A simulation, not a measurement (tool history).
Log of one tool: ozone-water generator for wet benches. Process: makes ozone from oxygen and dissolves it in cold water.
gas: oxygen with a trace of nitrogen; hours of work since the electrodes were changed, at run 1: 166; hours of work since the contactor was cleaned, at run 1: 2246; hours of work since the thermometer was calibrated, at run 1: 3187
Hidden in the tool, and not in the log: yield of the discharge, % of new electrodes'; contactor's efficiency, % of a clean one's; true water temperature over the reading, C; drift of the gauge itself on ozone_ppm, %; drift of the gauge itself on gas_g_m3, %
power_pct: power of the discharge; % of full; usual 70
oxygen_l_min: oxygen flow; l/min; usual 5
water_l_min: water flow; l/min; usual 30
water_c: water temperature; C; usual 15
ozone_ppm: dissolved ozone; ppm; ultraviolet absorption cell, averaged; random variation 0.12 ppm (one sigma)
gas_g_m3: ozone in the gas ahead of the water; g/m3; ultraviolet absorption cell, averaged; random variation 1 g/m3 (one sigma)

run    hour  power_pct  oxygen_l_min  water_l_min  water_c  hours of work since the electrodes were changed  hours of work since the contactor was cleaned  hours of work since the thermometer was calibrated  ozone_ppm  gas_g_m3
  1       0         70             5           30       15                                              166                                           2246                                                3187       11.5     179.7
  2    39.4         70             5           30       15                                              203                                           2283                                                3224       11.6     181.2
  3    66.2         70             5           30       15                                              228                                           2308                                                3250       11.5     180.6
  4   106.4         70             5           30       15                                              266                                           2346                                                3288       11.5     180.4
  5   143.3         70             5           34       15                                              301                                           2381                                                3323        9.9     179.7
  6   180.7         70             5           34       15                                              336                                           2417                                                3358        9.8     178.4
  7   220.7         70          3.01           30       15                                              374                                           2454                                                3396       10.7       252
  8   275.8         70             5           30       15                                              426                                           2506                                                3448       11.3     181.5
  9   310.1         57             5           30       15                                              458                                           2539                                                3480        9.7     152.4
 10   347.2         70             5           26       15                                              494                                           2574                                                3515       13.3     177.2
 11   388.4         70          4.69           30       15                                              532                                           2613                                                3554       11.3     185.5
 12   423.2         70          4.69           30       15                                              565                                           2646                                                3587       11.3     185.7
 13   479.6         70          3.53           30       15                                              619                                           2699                                                3640         11     223.1
 14   535.4         70          3.53           30       15                                              671                                           2752                                                3693       11.1     222.9
 15   571.6         70          2.96           33       15                                              706                                           2786                                                3727        9.4     249.9
 16     622         70          2.96           33       15                                              753                                           2833                                                3775        9.6       249
 17   663.6         98             5           30       20                                              792                                           2873                                                3814       13.5     225.6
 18   715.5         70             5           45        8                                              841                                           2922                                                3863        7.2     176.2
 19   750.2         70             5           45        8                                              874                                           2955                                                3896        7.3     177.3
 20   807.8         70             5           45        8                                              929                                           3009                                                3950        7.1       175
 21   861.4         43          7.17           45        8                                              979                                           3060                                                4001        5.2      95.9
 22   913.5         43          7.17           45        8                                             1029                                           3109                                                4050        5.3      96.1
 23     965         43          7.17           45        8                                             1077                                           3158                                                4099        5.2      95.2
 24  1005.3         70          7.07           28       15                                             1115                                           3196                                                4137       11.5     137.9
 25  1061.9         58          7.56           30       15                                             1169                                           3249                                                4190        9.3     116.7
 26  1106.4         99           4.3           30       15                                             1211                                           3291                                                4233       14.2     244.4
 27  1153.6         46          4.34           30       22                                             1255                                           3336                                                4277        7.4     139.8
 28  1182.6         46          5.62           34       22                                             1283                                           3363                                                4305        6.7     116.6

The same runs without the tool's hidden state, with the same run-to-run variation:
run  ozone_ppm  gas_g_m3
  1       11.8     179.2
  2       11.9       181
  3       11.9     180.6
  4       11.8     180.6
  5       10.2     180.2
  6       10.2     179.2
  7       11.1     253.4
  8       11.7     182.9
  9       10.1     153.6
 10       13.9     179.1
 11       11.8     187.7
 12       11.9     188.3
 13       11.6     226.7
 14       11.7     226.9
 15        9.9     254.8
 16       10.2     254.4
 17       14.4     232.2
 18        7.7     180.7
 19        7.8     182.1
 20        7.7     180.2
 21        5.5      97.8
 22        5.7      98.2
 23        5.6      97.4
 24       12.4     143.2
 25         10     120.7
 26       15.6     257.3
 27          8       144
 28        7.2     120.3
